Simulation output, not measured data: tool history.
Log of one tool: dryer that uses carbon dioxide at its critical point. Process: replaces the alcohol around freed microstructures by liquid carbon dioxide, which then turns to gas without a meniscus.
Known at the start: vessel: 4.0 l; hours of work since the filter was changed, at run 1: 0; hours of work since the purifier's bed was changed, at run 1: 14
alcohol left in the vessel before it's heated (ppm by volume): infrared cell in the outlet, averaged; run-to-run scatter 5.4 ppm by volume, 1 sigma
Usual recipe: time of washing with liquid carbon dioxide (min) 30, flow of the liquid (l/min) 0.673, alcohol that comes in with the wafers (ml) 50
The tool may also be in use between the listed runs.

run	hour	time of washing with liquid carbon dioxide (min)	flow of the liquid (l/min)	alcohol that comes in with the wafers (ml)	hours of work since the filter was changed	hours of work since the purifier's bed was changed	alcohol left in the vessel before it's heated (ppm by volume)
1	0.0	30	0.673	50	0	14	150
2	4.9	30	0.673	50	2	16	154
3	10.8	30	0.673	50	5	19	149
4	17.8	30	0.426	50	9	22	814
5	28.3	30	0.673	50	14	28	154
6	36.4	30	0.673	50	18	32	163
7	44.9	30	0.673	50	22	36	157
8	53.5	30	0.673	50	27	40	154
9	60.5	27	0.673	50	30	44	255
10	67.9	27	0.673	50	34	47	250
11	74.2	30	1.082	50	37	50	11
12	83.0	30	1.082	50	41	55	21
13	91.7	30	1.082	50	46	59	18
14	102.1	33	0.974	22	51	64	11
15	107.2	33	0.974	22	53	67	9
16	116.2	33	0.974	22	58	71	18
17	121.3	23	0.676	25	60	74	240
18	127.0	32	1.121	25	63	77	8
19	134.4	18	0.673	50	67	80	970
20	143.4	18	0.673	50	71	85	984
21	152.9	23	0.912	26	76	90	78
22	157.7	25	1.031	101	78	92	99
23	163.9	34	1.031	101	81	95	33
24	172.5	34	1.031	101	86	99	19

Consider 4 possible next runs. They are alternatives, not a sequence: every one starts from the tool as it was left by run 24. What does each give?
A	177.1	24	1.031	101	88	102	?
B	177.1	25	1.109	34	88	102	?
C	177.1	19	0.806	33	88	102	?
D	177.1	40	1.031	101	88	102	?

run	alcohol left in the vessel before it's heated (ppm by volume)
A	128
B	25
C	343
D	8
The same runs, with their run-to-run variation unchanged, on a tool lacking any hidden condition would have given:
run	alcohol left in the vessel before it's heated (ppm by volume)
A	88
B	14
C	277
D	3
